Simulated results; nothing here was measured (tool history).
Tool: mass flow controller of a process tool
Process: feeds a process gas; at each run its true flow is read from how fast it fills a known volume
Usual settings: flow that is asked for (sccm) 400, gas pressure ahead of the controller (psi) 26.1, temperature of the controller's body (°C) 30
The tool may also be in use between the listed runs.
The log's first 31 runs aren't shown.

run     hour  flow that is asked for (sccm)  gas pressure ahead of the controller (psi)  temperature of the controller's body (°C)  hours of work since the controller was set to zero  hours of work since the controller was changed  true flow (%)
 32   6233.6                            297                                        39.3                                         35                                                4224                                            4224          99.77
 33   6437.3                            147                                        21.3                                         30                                                4297                                            4297         102.47
 34   6627.4                            859                                        29.2                                         30                                                4366                                            4366         100.09
 35   6903.8                            193                                        22.5                                         30                                                4467                                            4467          101.4
 36   7130.2                            400                                        38.3                                         21                                                4549                                            4549          98.99
 37   7416.1                            400                                        38.3                                         21                                                4653                                            4653          99.03
 38   7581.3                            400                                        38.3                                         21                                                4713                                            4713          99.05
 39   7743.5                            400                                        38.3                                         21                                                4771                                            4771          99.01
 40   7994.2                            131                                        26.1                                         21                                                4862                                            4862         103.37
 41   8168.4                            131                                        26.1                                         21                                                4926                                            4926         103.47
 42   8346.6                            835                                        35.2                                         29                                                4990                                            4990          99.74
      8410.1  -- controller's zero set anew
 43   8625.8                            345                                        30.9                                         29                                                  78                                            5091          97.14
 44   8790.5                            429                                        20.9                                         30                                                 138                                            5151          97.91
 45   9051.1                            560                                        26.1                                         20                                                 233                                            5246          97.84
 46   9341.2                            418                                        26.1                                         20                                                 338                                            5351          97.34
 47   9630.8                            418                                        26.1                                         20                                                 443                                            5456          97.54
 48   9836.8                            241                                        26.1                                         33                                                 518                                            5531          97.45
 49  10090.5                            400                                        35.8                                         28                                                 610                                            5623          97.38

Forecast each of these 3 alternatives for the next run:
  A  10391.5                            400                                        32.2                                         28                                                 719                                            5732              ?
  B  10391.5                            734                                        25.7                                         24                                                 719                                            5732              ?
  C  10391.5                            262                                        38.6                                         25                                                 719                                            5732              ?

run  true flow (%)
  A          97.58
  B          98.56
  C          96.93
Without the tool's hidden state the same runs would have given:
run  true flow (%)
  A          98.06
  B          99.19
  C          97.24

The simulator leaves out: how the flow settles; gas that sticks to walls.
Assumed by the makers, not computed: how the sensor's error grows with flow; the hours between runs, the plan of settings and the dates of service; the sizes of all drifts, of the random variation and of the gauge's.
